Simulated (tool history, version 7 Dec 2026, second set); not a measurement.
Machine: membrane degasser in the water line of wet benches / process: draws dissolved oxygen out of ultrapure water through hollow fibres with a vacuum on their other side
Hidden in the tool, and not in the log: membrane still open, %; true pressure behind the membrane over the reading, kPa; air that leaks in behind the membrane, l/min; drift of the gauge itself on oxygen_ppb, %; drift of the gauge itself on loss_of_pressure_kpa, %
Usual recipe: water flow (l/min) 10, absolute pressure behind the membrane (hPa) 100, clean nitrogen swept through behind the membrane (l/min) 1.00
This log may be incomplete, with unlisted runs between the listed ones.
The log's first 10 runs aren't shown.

run	hour	water flow (l/min)	absolute pressure behind the membrane (hPa)	clean nitrogen swept through behind the membrane (l/min)	hours since the membrane was changed	hours since the vacuum gauge was calibrated	hours since the vacuum lines were made tight	dissolved oxygen in the water behind the degasser (ppb)	pressure that the water loses in the fibres (hPa)
11	988.0	10	172	1.00	2353	2098	1356	328.0	363.8
12	1061.5	10	100	0.97	2426	2171	1430	168.8	363.1
13	1137.6	10	73	1.00	2502	2248	1506	102.1	363.5
14	1288.9	10	100	1.00	2653	2399	1657	165.3	366.6
15	1402.4	7	100	1.00	2767	2512	1771	117.2	252.6
16	1504.6	7	100	1.00	2869	2615	1873	117.4	255.8
17	1602.2	6	87	1.00	2967	2712	1971	83.0	216.7
18	1724.5	7	208	1.00	3089	2835	2093	294.2	255.8
19	1794.3	7	208	2.41	3159	2904	2163	128.0	253.5
20	1941.8	7	208	2.41	3306	3052	2310	129.6	255.3

Run 21 has not been measured yet. What should we expect?
21	2012.0	11	208	1.78	3377	3122	2380	?	?

Run 21 measured dissolved oxygen in the water behind the degasser (ppb) 268.3, pressure that the water loses in the fibres (hPa) 399.7.
If the tool had no hidden condition, the same run with the same run-to-run variation would have returned dissolved oxygen in the water behind the degasser (ppb) 262.6, pressure that the water loses in the fibres (hPa) 395.9.

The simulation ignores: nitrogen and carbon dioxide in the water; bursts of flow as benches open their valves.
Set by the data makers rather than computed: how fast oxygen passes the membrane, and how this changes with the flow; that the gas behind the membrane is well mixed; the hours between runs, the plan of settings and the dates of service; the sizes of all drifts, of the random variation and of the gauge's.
